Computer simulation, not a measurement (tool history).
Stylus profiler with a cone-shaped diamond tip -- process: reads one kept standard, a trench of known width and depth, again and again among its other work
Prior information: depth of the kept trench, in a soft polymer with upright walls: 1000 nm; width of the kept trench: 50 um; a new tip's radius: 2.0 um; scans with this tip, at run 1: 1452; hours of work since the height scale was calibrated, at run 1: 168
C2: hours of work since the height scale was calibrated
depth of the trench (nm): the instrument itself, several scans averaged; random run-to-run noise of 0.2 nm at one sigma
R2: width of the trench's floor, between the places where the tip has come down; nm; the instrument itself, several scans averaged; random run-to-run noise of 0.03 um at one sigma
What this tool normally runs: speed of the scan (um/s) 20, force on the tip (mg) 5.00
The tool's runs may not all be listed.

Run 1, day 0.000: usual settings; scans with this tip 1452; C2 168. Result: depth of the trench (nm) 1008.83, R2 46500 nm.
Run 2, day 1.171: usual settings; scans with this tip 1609; C2 187. Result: depth of the trench (nm) 1008.92, R2 46480 nm.
Run 3, day 2.150: usual settings but force on the tip (mg) 3.36; scans with this tip 1741; C2 202. Result: depth of the trench (nm) 1006.95, R2 46500 nm.
Run 4, day 2.712: usual settings but force on the tip (mg) 12.26; scans with this tip 1817; C2 211. Result: depth of the trench (nm) 1016.43, R2 46480 nm.
Run 5, day 3.825: usual settings but force on the tip (mg) 12.26; scans with this tip 1966; C2 228. Result: depth of the trench (nm) 1016.45, R2 46500 nm.
Run 6, day 4.867: usual settings but force on the tip (mg) 12.26; scans with this tip 2106; C2 244. Result: depth of the trench (nm) 1016.89, R2 46480 nm.
Run 7, day 5.954: usual settings; scans with this tip 2252; C2 261. Result: depth of the trench (nm) 1008.94, R2 46490 nm.
Run 8, day 6.650: usual settings; scans with this tip 2346; C2 272. Result: depth of the trench (nm) 1008.98, R2 46490 nm.
Run 9, day 7.579: usual settings but speed of the scan (um/s) 33; scans with this tip 2471; C2 287. Result: depth of the trench (nm) 1009.11, R2 46460 nm.
Run 10, day 8.725: usual settings but speed of the scan (um/s) 33; scans with this tip 2625; C2 304. Result: depth of the trench (nm) 1009.10, R2 46470 nm.
Run 11, day 9.812: usual settings but speed of the scan (um/s) 41; scans with this tip 2771; C2 321. Result: depth of the trench (nm) 1008.82, R2 46440 nm.
Run 12, day 10.633: usual settings; scans with this tip 2881; C2 334. Result: depth of the trench (nm) 1008.92, R2 46490 nm.
Run 13, day 11.438: usual settings; scans with this tip 2989; C2 347. Result: depth of the trench (nm) 1008.63, R2 46450 nm.
Run 14, day 12.525: usual settings but force on the tip (mg) 8.55; scans with this tip 3135; C2 364. Result: depth of the trench (nm) 1012.75, R2 46470 nm.
Run 15, day 13.246: usual settings but force on the tip (mg) 8.55; scans with this tip 3232; C2 375. Result: depth of the trench (nm) 1013.23, R2 46520 nm.
Run 16, day 14.333: usual settings but force on the tip (mg) 8.55; scans with this tip 3378; C2 392. Result: depth of the trench (nm) 1012.91, R2 46500 nm.
Run 17, day 15.221: usual settings but force on the tip (mg) 7.22; scans with this tip 3497; C2 406. Result: depth of the trench (nm) 1011.25, R2 46400 nm.
Run 18, day 16.292: usual settings but speed of the scan (um/s) 18, force on the tip (mg) 12.39; scans with this tip 3641; C2 422. Result: depth of the trench (nm) 1016.57, R2 46470 nm.
Run 19, day 17.562: usual settings but speed of the scan (um/s) 76, force on the tip (mg) 2.64; scans with this tip 3812; C2 442. Result: depth of the trench (nm) 1005.83, R2 46320 nm.
Run 20, day 18.317: usual settings but speed of the scan (um/s) 6, force on the tip (mg) 4.54; scans with this tip 3913; C2 454. Result: depth of the trench (nm) 1008.16, R2 46520 nm.
Run 21, day 19.321: usual settings but speed of the scan (um/s) 6, force on the tip (mg) 4.54; scans with this tip 4048; C2 470. Result: depth of the trench (nm) 1008.47, R2 46580 nm.
Run 22, day 20.488: usual settings but speed of the scan (um/s) 59, force on the tip (mg) 6.45; scans with this tip 4205; C2 488. Result: depth of the trench (nm) 1010.60, R2 46420 nm.
Run 23, day 21.717: usual settings but speed of the scan (um/s) 22, force on the tip (mg) 6.45; scans with this tip 4370; C2 507. Result: depth of the trench (nm) 1010.85, R2 46550 nm.
Run 24, day 22.783: usual settings but speed of the scan (um/s) 5, force on the tip (mg) 4.28; scans with this tip 4513; C2 523. Result: depth of the trench (nm) 1008.07, R2 46540 nm.
Run 25, day 23.475: usual settings but speed of the scan (um/s) 68, force on the tip (mg) 4.28; scans with this tip 4607; C2 534. Result: depth of the trench (nm) 1008.12, R2 46430 nm.
Run 26, day 24.117: usual settings but force on the tip (mg) 2.64; scans with this tip 4693; C2 544. Result: depth of the trench (nm) 1005.76, R2 46460 nm.
Run 27, day 25.071: usual settings but speed of the scan (um/s) 29, force on the tip (mg) 2.57; scans with this tip 4821; C2 559. Result: depth of the trench (nm) 1005.80, R2 46460 nm.
Run 28, day 26.312: usual settings but speed of the scan (um/s) 29, force on the tip (mg) 2.57; scans with this tip 4988; C2 578. Result: depth of the trench (nm) 1006.04, R2 46470 nm.
Run 29, day 27.192: usual settings but speed of the scan (um/s) 45, force on the tip (mg) 9.14; scans with this tip 5106; C2 592. Result: depth of the trench (nm) 1013.79, R2 46520 nm.
Run 30, day 28.112: usual settings but speed of the scan (um/s) 47, force on the tip (mg) 5.76; scans with this tip 5230; C2 607. Result: depth of the trench (nm) 1009.58, R2 46470 nm.
Run 31, day 29.258: usual settings but speed of the scan (um/s) 70, force on the tip (mg) 5.21; scans with this tip 5384; C2 624. Result: depth of the trench (nm) 1009.10, R2 46360 nm.
Run 32, day 29.783: usual settings but speed of the scan (um/s) 30, force on the tip (mg) 5.67; scans with this tip 5454; C2 633. Result: depth of the trench (nm) 1009.82, R2 46510 nm.
Run 33, day 31.033: usual settings but speed of the scan (um/s) 30, force on the tip (mg) 5.67; scans with this tip 5622; C2 652. Result: depth of the trench (nm) 1009.82, R2 46460 nm.

Below are 4 alternative next runs, each starting from the tool's condition after run 33. Predict each:
Run A, day 31.846: usual settings but speed of the scan (um/s) 69, force on the tip (mg) 5.05; scans with this tip 5731; C2 665. Result: depth of the trench (nm) ?, R2 ?.
Run B, day 31.846: usual settings but force on the tip (mg) 12.04; scans with this tip 5731; C2 665. Result: depth of the trench (nm) ?, R2 ?.
Run C, day 31.846: usual settings but speed of the scan (um/s) 7, force on the tip (mg) 4.99; scans with this tip 5731; C2 665. Result: depth of the trench (nm) ?, R2 ?.
Run D, day 31.846: usual settings but speed of the scan (um/s) 23, force on the tip (mg) 2.41; scans with this tip 5731; C2 665. Result: depth of the trench (nm) ?, R2 ?.

run  depth of the trench (nm)     R2
  A                   1009.05  46380
  B                   1015.96  46480
  C                   1009.38  46500
  D                   1005.57  46450
Take away the tool's hidden state, keep each run's random variation, and the runs would have read:
run  depth of the trench (nm)     R2
  A                   1009.04  46380
  B                   1015.95  46480
  C                   1009.36  46500
  D                   1005.56  46460

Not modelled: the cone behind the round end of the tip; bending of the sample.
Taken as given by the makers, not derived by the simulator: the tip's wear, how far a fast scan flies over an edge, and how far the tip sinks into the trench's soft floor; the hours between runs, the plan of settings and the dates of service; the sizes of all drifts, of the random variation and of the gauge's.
